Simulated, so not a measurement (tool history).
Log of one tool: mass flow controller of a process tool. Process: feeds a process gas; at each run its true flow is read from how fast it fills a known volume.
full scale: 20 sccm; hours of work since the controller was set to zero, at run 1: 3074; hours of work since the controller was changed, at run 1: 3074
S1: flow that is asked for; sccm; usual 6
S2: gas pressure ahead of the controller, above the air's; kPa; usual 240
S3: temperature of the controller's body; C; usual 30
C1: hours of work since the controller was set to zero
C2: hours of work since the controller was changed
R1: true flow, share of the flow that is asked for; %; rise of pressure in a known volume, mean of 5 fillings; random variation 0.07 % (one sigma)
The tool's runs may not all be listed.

Run 1, hour 0.0: usual settings; C1 3074; C2 3074. Result: R1 97.61 %.
Run 2, hour 112.1: usual settings; C1 3161; C2 3161. Result: R1 97.69 %.
Run 3, hour 276.5: usual settings; C1 3288; C2 3288. Result: R1 97.63 %.
Run 4, hour 388.3: usual settings; C1 3375; C2 3375. Result: R1 97.76 %.
Run 5, hour 475.8: usual settings; C1 3443; C2 3443. Result: R1 97.60 %.
Run 6, hour 573.2: usual settings but S1 3 sccm; C1 3519; C2 3519. Result: R1 96.28 %.
Run 7, hour 716.7: usual settings but S1 3 sccm; C1 3630; C2 3630. Result: R1 96.24 %.
Run 8, hour 868.2: usual settings but S1 3 sccm; C1 3748; C2 3748. Result: R1 96.33 %.
Run 9, hour 1003.4: usual settings but S1 3 sccm, S2 230 kPa; C1 3853; C2 3853. Result: R1 96.31 %.
Run 10, hour 1099.7: usual settings but S3 21 C; C1 3928; C2 3928. Result: R1 96.77 %.
Run 11, hour 1176.8: usual settings but S1 5 sccm; C1 3988; C2 3988. Result: R1 97.38 %.
Run 12, hour 1312.8: usual settings; C1 4093; C2 4093. Result: R1 97.71 %.
Run 13, hour 1408.7: usual settings but S1 15 sccm; C1 4168; C2 4168. Result: R1 99.89 %.
Run 14, hour 1490.2: usual settings but S1 15 sccm; C1 4231; C2 4231. Result: R1 99.95 %.
Run 15, hour 1650.6: usual settings but S1 15 sccm; C1 4356; C2 4356. Result: R1 100.04 %.
Run 16, hour 1739.7: usual settings; C1 4425; C2 4425. Result: R1 97.70 %.
Run 17, hour 1837.9: usual settings but S2 279 kPa; C1 4501; C2 4501. Result: R1 97.53 %.
Run 18, hour 1978.0: usual settings but S2 279 kPa; C1 4610; C2 4610. Result: R1 97.51 %.
Run 19, hour 2075.8: usual settings but S3 26 C; C1 4686; C2 4686. Result: R1 97.35 %.
Run 20, hour 2148.6: usual settings but S2 148 kPa; C1 4742; C2 4742. Result: R1 98.15 %.
Run 21, hour 2240.4: usual settings but S1 3 sccm; C1 4814; C2 4814. Result: R1 96.06 %.
Run 22, hour 2397.6: usual settings; C1 4936; C2 4936. Result: R1 97.61 %.

Run 23 comes next. What will it give?
Run 23, hour 2494.7: usual settings; C1 5011; C2 5011. Result: R1 ?.

Run 23 gave R1 97.75 %.
Without the tool's hidden state the same run would have given R1 97.95 %.
